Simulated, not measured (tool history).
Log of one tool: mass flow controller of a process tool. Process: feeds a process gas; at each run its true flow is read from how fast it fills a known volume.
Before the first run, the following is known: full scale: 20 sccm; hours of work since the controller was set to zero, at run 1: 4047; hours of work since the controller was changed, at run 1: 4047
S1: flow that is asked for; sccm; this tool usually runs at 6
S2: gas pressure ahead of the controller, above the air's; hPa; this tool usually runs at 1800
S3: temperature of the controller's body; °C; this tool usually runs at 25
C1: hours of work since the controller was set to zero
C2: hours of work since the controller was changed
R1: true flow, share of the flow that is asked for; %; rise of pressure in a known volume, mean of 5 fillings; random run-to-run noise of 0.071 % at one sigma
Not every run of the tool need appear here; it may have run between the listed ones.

| run | day | S1 | S2 | S3 | C1 | C2 | R1 |
|---|---|---|---|---|---|---|---|
| 1 | 0.000 | 6 | 1800 | 25 | 4047 | 4047 | 101.74 |
| 2 | 3.308 | 5 | 1800 | 25 | 4093 | 4093 | 102.02 |
| 3 | 9.671 | 6 | 1800 | 25 | 4182 | 4182 | 101.77 |
| 4 | 16.667 | 6 | 1800 | 25 | 4280 | 4280 | 101.77 |
| 5 | 20.650 | 6 | 2390 | 25 | 4335 | 4335 | 101.71 |
| 6 | 25.962 | 6 | 2390 | 25 | 4410 | 4410 | 101.80 |
| 7 | 33.000 | 6 | 2390 | 25 | 4508 | 4508 | 101.96 |
| 8 | 38.754 | 6 | 2390 | 25 | 4588 | 4588 | 101.79 |
| 9 | 42.546 | 6 | 1800 | 36 | 4641 | 4641 | 101.46 |
|  | 45.971 | controller's zero set anew |
| 10 | 49.271 | 6 | 1800 | 24 | 46 | 4735 | 102.55 |
| 11 | 56.288 | 6 | 1800 | 25 | 144 | 4833 | 102.53 |
| 12 | 62.154 | 6 | 1800 | 25 | 226 | 4914 | 102.52 |
|  | 67.883 | controller's zero set anew, once more |
| 13 | 69.571 | 6 | 1840 | 25 | 24 | 5018 | 100.91 |
| 14 | 74.012 | 6 | 1800 | 25 | 86 | 5080 | 100.89 |
| 15 | 79.092 | 6 | 2530 | 25 | 156 | 5151 | 100.72 |

Run 16 has not been measured yet. What should we expect?
| 16 | 83.629 | 6 | 2720 | 28 | 220 | 5214 | ? |

R1: 100.53 %
If the tool had no hidden condition, the same run with the same run-to-run variation would have returned R1 99.39 %.

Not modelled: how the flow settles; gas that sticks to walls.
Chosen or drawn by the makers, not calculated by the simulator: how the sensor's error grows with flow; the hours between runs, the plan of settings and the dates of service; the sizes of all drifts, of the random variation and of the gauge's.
